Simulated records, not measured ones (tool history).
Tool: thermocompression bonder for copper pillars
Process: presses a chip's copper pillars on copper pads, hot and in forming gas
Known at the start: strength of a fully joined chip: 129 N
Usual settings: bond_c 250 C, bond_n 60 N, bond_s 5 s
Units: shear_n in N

run,hour,bond_c,bond_n,bond_s,shear_n
1,0,250,60,5,67.7
2,31.3,250,60,5,67.5
3,75.5,250,60,5,67.9
4,110.5,250,60,5,67.8
5,155.5,277,60,5,89.8
6,218,277,60,5,89.9
7,262.9,250,72,5,78.3
8,292.1,250,72,5,79.2
9,324.8,250,72,5,78.7
10,370.4,250,40,5,46.3
11,410.4,250,60,5,67.8
12,473.3,250,60,5,67.9
# hour 507.4: forming gas filter changed
13,517.5,252,60,5,69.1
14,557.8,252,60,5,69.5
15,596.7,252,60,5,69.5
16,651.9,250,60,5,67.5
# hour 674.2: force cell calibrated
17,702.6,250,60,5,68.2
18,762.9,250,60,5,67.6
19,789.9,250,60,5,67.7
20,840.8,253,75,5,83.6
21,902.9,253,75,5,84.1
22,939.7,253,75,5,84
23,976.3,253,75,5,83.8
24,1034.4,250,60,12,88
25,1084,230,60,4,47.9
26,1113.1,276,60,5,89.6
# hour 1147: forming gas filter changed
27,1151.7,276,60,5,89.3
28,1213.9,268,63,8,97
29,1276,250,46,3,43.5
30,1308.7,250,46,3,43.7
31,1368.6,247,71,6,78.7
32,1427.9,247,71,6,80.6
33,1472.6,230,71,9,73.9
34,1517.6,250,66,5,73.3
35,1581.5,250,66,5,73.2
36,1638.6,246,60,11,83.1
37,1702,246,60,11,83.2
38,1740.8,250,38,14,64.8

3 ways to go on from here, each from the tool as it stands after run 38. What would each give?
# hour 1784: forming gas filter changed
# hour 1789.6: heater calibrated with a thermocouple chip
A,1793.4,251,68,10,?
# hour 1784: forming gas filter changed
# hour 1789.6: heater calibrated with a thermocouple chip
B,1793.4,265,44,4,?
# hour 1784: forming gas filter changed
# hour 1789.6: heater calibrated with a thermocouple chip
C,1793.4,240,61,4,?

run,shear_n
A,92.6
B,56.6
C,55.8
Without the tool's hidden state the same runs would have given:
run,shear_n
A,92.6
B,56.6
C,55.8
